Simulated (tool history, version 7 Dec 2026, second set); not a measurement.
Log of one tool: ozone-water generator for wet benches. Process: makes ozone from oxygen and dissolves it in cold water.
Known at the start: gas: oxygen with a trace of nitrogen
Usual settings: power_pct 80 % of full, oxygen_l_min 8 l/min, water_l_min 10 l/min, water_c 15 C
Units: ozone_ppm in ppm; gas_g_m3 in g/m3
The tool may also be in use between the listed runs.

{"run": 1, "hour": 0.0, "power_pct": 80, "oxygen_l_min": 8, "water_l_min": 10, "water_c": 15, "ozone_ppm": 49.3, "gas_g_m3": 257.9}
{"run": 2, "hour": 112.2, "power_pct": 80, "oxygen_l_min": 8, "water_l_min": 14, "water_c": 15, "ozone_ppm": 40, "gas_g_m3": 256.3}
{"run": 3, "hour": 322.1, "power_pct": 58, "oxygen_l_min": 8, "water_l_min": 14, "water_c": 15, "ozone_ppm": 33.1, "gas_g_m3": 214.4}
{"run": 4, "hour": 506.1, "power_pct": 58, "oxygen_l_min": 10.05, "water_l_min": 14, "water_c": 15, "ozone_ppm": 32, "gas_g_m3": 191.3}
{"run": 5, "hour": 682.7, "power_pct": 58, "oxygen_l_min": 10.05, "water_l_min": 14, "water_c": 15, "ozone_ppm": 31.9, "gas_g_m3": 188.6}
{"run": 6, "hour": 784.0, "power_pct": 58, "oxygen_l_min": 10.05, "water_l_min": 14, "water_c": 15, "ozone_ppm": 31.6, "gas_g_m3": 189}
{"run": 7, "hour": 908.9, "power_pct": 58, "oxygen_l_min": 11, "water_l_min": 14, "water_c": 15, "ozone_ppm": 31.1, "gas_g_m3": 179.4}
{"run": 8, "hour": 1078.1, "power_pct": 58, "oxygen_l_min": 11, "water_l_min": 14, "water_c": 15, "ozone_ppm": 30.9, "gas_g_m3": 178.1}
{"hour": 1217.7, "done": "water thermometer calibrated"}
{"run": 9, "hour": 1266.9, "power_pct": 58, "oxygen_l_min": 11, "water_l_min": 14, "water_c": 15, "ozone_ppm": 31.1, "gas_g_m3": 177.5}
{"run": 10, "hour": 1424.8, "power_pct": 80, "oxygen_l_min": 8, "water_l_min": 10, "water_c": 15, "ozone_ppm": 47.5, "gas_g_m3": 249}
{"run": 11, "hour": 1626.7, "power_pct": 80, "oxygen_l_min": 8, "water_l_min": 10, "water_c": 15, "ozone_ppm": 47.6, "gas_g_m3": 247.7}
{"run": 12, "hour": 1740.1, "power_pct": 80, "oxygen_l_min": 8, "water_l_min": 10, "water_c": 15, "ozone_ppm": 47.2, "gas_g_m3": 249.7}
{"run": 13, "hour": 1851.9, "power_pct": 80, "oxygen_l_min": 6.47, "water_l_min": 10, "water_c": 15, "ozone_ppm": 49.8, "gas_g_m3": 275.8}
{"run": 14, "hour": 2000.8, "power_pct": 55, "oxygen_l_min": 8, "water_l_min": 10, "water_c": 15, "ozone_ppm": 38.1, "gas_g_m3": 202.9}
{"hour": 2062.2, "done": "electrodes of the discharge changed"}
{"run": 15, "hour": 2148.9, "power_pct": 80, "oxygen_l_min": 8, "water_l_min": 10, "water_c": 9, "ozone_ppm": 63.6, "gas_g_m3": 294.3}
{"run": 16, "hour": 2305.1, "power_pct": 80, "oxygen_l_min": 8, "water_l_min": 10, "water_c": 9, "ozone_ppm": 63.3, "gas_g_m3": 293.8}
{"run": 17, "hour": 2512.5, "power_pct": 80, "oxygen_l_min": 8, "water_l_min": 10, "water_c": 9, "ozone_ppm": 62.7, "gas_g_m3": 291.5}
{"run": 18, "hour": 2630.6, "power_pct": 80, "oxygen_l_min": 10.42, "water_l_min": 8, "water_c": 9, "ozone_ppm": 66.3, "gas_g_m3": 252.2}
{"run": 19, "hour": 2752.8, "power_pct": 80, "oxygen_l_min": 5.17, "water_l_min": 8, "water_c": 21, "ozone_ppm": 60.2, "gas_g_m3": 366.8}
{"run": 20, "hour": 2864.6, "power_pct": 80, "oxygen_l_min": 5.17, "water_l_min": 8, "water_c": 21, "ozone_ppm": 59.2, "gas_g_m3": 367.9}
{"run": 21, "hour": 2988.2, "power_pct": 42, "oxygen_l_min": 5.17, "water_l_min": 8, "water_c": 21, "ozone_ppm": 39.7, "gas_g_m3": 245.3}
{"run": 22, "hour": 3194.0, "power_pct": 80, "oxygen_l_min": 8, "water_l_min": 10, "water_c": 8, "ozone_ppm": 62.7, "gas_g_m3": 289.4}
{"run": 23, "hour": 3304.9, "power_pct": 70, "oxygen_l_min": 8, "water_l_min": 7, "water_c": 15, "ozone_ppm": 59, "gas_g_m3": 266.6}
{"run": 24, "hour": 3513.7, "power_pct": 70, "oxygen_l_min": 8, "water_l_min": 11, "water_c": 9, "ozone_ppm": 52.5, "gas_g_m3": 267.6}
{"run": 25, "hour": 3711.8, "power_pct": 70, "oxygen_l_min": 8, "water_l_min": 11, "water_c": 9, "ozone_ppm": 52.2, "gas_g_m3": 263.5}
{"run": 26, "hour": 3848.6, "power_pct": 70, "oxygen_l_min": 8, "water_l_min": 11, "water_c": 9, "ozone_ppm": 52, "gas_g_m3": 264.1}
{"run": 27, "hour": 4043.3, "power_pct": 70, "oxygen_l_min": 8, "water_l_min": 11, "water_c": 9, "ozone_ppm": 51.5, "gas_g_m3": 262.7}
{"run": 28, "hour": 4245.6, "power_pct": 70, "oxygen_l_min": 8, "water_l_min": 11, "water_c": 9, "ozone_ppm": 50.8, "gas_g_m3": 260.6}
{"run": 29, "hour": 4439.5, "power_pct": 70, "oxygen_l_min": 5.54, "water_l_min": 11, "water_c": 23, "ozone_ppm": 40.9, "gas_g_m3": 315.3}
{"run": 30, "hour": 4588.5, "power_pct": 70, "oxygen_l_min": 5.54, "water_l_min": 11, "water_c": 23, "ozone_ppm": 40.1, "gas_g_m3": 319}
{"run": 31, "hour": 4791.4, "power_pct": 70, "oxygen_l_min": 8, "water_l_min": 13, "water_c": 15, "ozone_ppm": 40.1, "gas_g_m3": 259.2}
{"run": 32, "hour": 4894.5, "power_pct": 80, "oxygen_l_min": 4.16, "water_l_min": 10, "water_c": 15, "ozone_ppm": 56.6, "gas_g_m3": 398.3}

Forecast each of these 5 alternatives for the next run:
{"run": "A", "hour": 5102.0, "power_pct": 57, "oxygen_l_min": 4.16, "water_l_min": 10, "water_c": 9, "ozone_ppm": "?", "gas_g_m3": "?"}
{"run": "B", "hour": 5102.0, "power_pct": 50, "oxygen_l_min": 9.05, "water_l_min": 6, "water_c": 15, "ozone_ppm": "?", "gas_g_m3": "?"}
{"run": "C", "hour": 5102.0, "power_pct": 80, "oxygen_l_min": 4.16, "water_l_min": 10, "water_c": 13, "ozone_ppm": "?", "gas_g_m3": "?"}
{"run": "D", "hour": 5102.0, "power_pct": 72, "oxygen_l_min": 8, "water_l_min": 10, "water_c": 15, "ozone_ppm": "?", "gas_g_m3": "?"}
{"run": "E", "hour": 5102.0, "power_pct": 69, "oxygen_l_min": 4.92, "water_l_min": 10, "water_c": 7, "ozone_ppm": "?", "gas_g_m3": "?"}

run=A ozone_ppm=50.4 gas_g_m3=322.8
run=B ozone_ppm=47.1 gas_g_m3=195.9
run=C ozone_ppm=57.4 gas_g_m3=394.2
run=D ozone_ppm=47.2 gas_g_m3=263
run=E ozone_ppm=57.1 gas_g_m3=330.7
Without the tool's hidden state the same runs would have given:
run=A ozone_ppm=57.9 gas_g_m3=339.1
run=B ozone_ppm=52.9 gas_g_m3=204.8
run=C ozone_ppm=66.8 gas_g_m3=418.9
run=D ozone_ppm=54.9 gas_g_m3=278.5
run=E ozone_ppm=66.2 gas_g_m3=349.7
